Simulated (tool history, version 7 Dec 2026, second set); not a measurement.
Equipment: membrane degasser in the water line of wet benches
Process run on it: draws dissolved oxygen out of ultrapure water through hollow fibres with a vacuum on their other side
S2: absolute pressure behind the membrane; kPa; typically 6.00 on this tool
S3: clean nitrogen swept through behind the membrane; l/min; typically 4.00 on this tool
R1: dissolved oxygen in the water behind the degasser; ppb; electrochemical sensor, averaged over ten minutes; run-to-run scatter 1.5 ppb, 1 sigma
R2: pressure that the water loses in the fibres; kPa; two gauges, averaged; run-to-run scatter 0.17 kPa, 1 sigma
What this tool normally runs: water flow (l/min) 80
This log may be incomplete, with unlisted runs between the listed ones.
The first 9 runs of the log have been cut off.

Run 10, hour 498.9: usual settings but water flow (l/min) 127. Result: R1 246.4 ppb, R2 44.82 kPa.
Run 11, hour 562.0: usual settings but water flow (l/min) 127. Result: R1 248.1 ppb, R2 44.64 kPa.
Run 12, hour 616.4: usual settings but water flow (l/min) 127. Result: R1 249.9 ppb, R2 44.31 kPa.
Run 13, hour 675.7: usual settings but water flow (l/min) 57. Result: R1 111.8 ppb, R2 20.02 kPa.
Run 14, hour 722.5: usual settings but water flow (l/min) 57. Result: R1 110.7 ppb, R2 20.35 kPa.
Run 15, hour 773.1: usual settings but water flow (l/min) 57. Result: R1 111.3 ppb, R2 20.44 kPa.
Run 16, hour 830.4: usual settings but S2 9.47 kPa. Result: R1 303.1 ppb, R2 28.34 kPa.
Run 17, hour 865.0: usual settings but S2 9.47 kPa. Result: R1 301.2 ppb, R2 28.56 kPa.
Run 18, hour 894.1: usual settings but S2 9.47 kPa. Result: R1 306.6 ppb, R2 27.96 kPa.
Run 19, hour 922.4: usual settings but S2 9.47 kPa. Result: R1 309.3 ppb, R2 28.39 kPa.
Run 20, hour 968.6: usual settings but S2 9.47 kPa. Result: R1 308.5 ppb, R2 28.74 kPa.
Run 21, hour 1000.0: usual settings but S2 9.47 kPa. Result: R1 304.9 ppb, R2 28.46 kPa.
Run 22, hour 1027.1: usual settings but S2 5.23 kPa, S3 2.63 l/min. Result: R1 167.5 ppb, R2 28.28 kPa.
Run 23, hour 1076.2: usual settings but water flow (l/min) 108. Result: R1 215.1 ppb, R2 38.36 kPa.
Run 24, hour 1125.7: usual settings. Result: R1 159.0 ppb, R2 28.33 kPa.
Run 25, hour 1177.9: usual settings but water flow (l/min) 91, S2 7.20 kPa, S3 2.10 l/min. Result: R1 381.2 ppb, R2 32.69 kPa.
Run 26, hour 1234.8: usual settings but water flow (l/min) 91, S2 6.94 kPa, S3 2.10 l/min. Result: R1 360.4 ppb, R2 32.33 kPa.
Run 27, hour 1263.1: usual settings but water flow (l/min) 91, S2 6.94 kPa, S3 2.10 l/min. Result: R1 365.5 ppb, R2 32.18 kPa.
Run 28, hour 1318.3: usual settings but water flow (l/min) 91, S2 6.94 kPa, S3 2.10 l/min. Result: R1 355.4 ppb, R2 32.19 kPa.
Run 29, hour 1357.1: usual settings but water flow (l/min) 91, S2 6.94 kPa, S3 2.10 l/min. Result: R1 356.9 ppb, R2 32.28 kPa.
Run 30, hour 1393.8: usual settings but water flow (l/min) 50, S2 12.10 kPa, S3 7.26 l/min. Result: R1 158.9 ppb, R2 17.82 kPa.
Run 31, hour 1448.4: usual settings but water flow (l/min) 119, S2 14.83 kPa, S3 4.24 l/min. Result: R1 705.6 ppb, R2 42.43 kPa.
Run 32, hour 1475.9: usual settings but water flow (l/min) 119, S2 14.83 kPa, S3 4.24 l/min. Result: R1 704.2 ppb, R2 42.53 kPa.

Forecast each of these 4 alternatives for the next run:
Run A, hour 1528.4: usual settings but water flow (l/min) 72, S2 3.67 kPa, S3 7.19 l/min. Result: R1 ?, R2 ?.
Run B, hour 1528.4: usual settings but water flow (l/min) 73, S2 8.99 kPa, S3 1.70 l/min. Result: R1 ?, R2 ?.
Run C, hour 1528.4: usual settings but water flow (l/min) 106, S2 14.83 kPa, S3 4.24 l/min. Result: R1 ?, R2 ?.
Run D, hour 1528.4: usual settings but water flow (l/min) 103, S2 14.83 kPa, S3 2.22 l/min. Result: R1 ?, R2 ?.

run     R1     R2
  A   40.3  25.92
  B  503.6  26.05
  C  655.9  38.08
  D  991.2  36.85
With the hidden condition removed and each run's random variation left untouched, the same runs would have given:
run     R1     R2
  A   31.6  25.36
  B  482.4  25.48
  C  639.0  37.26
  D  969.6  36.05
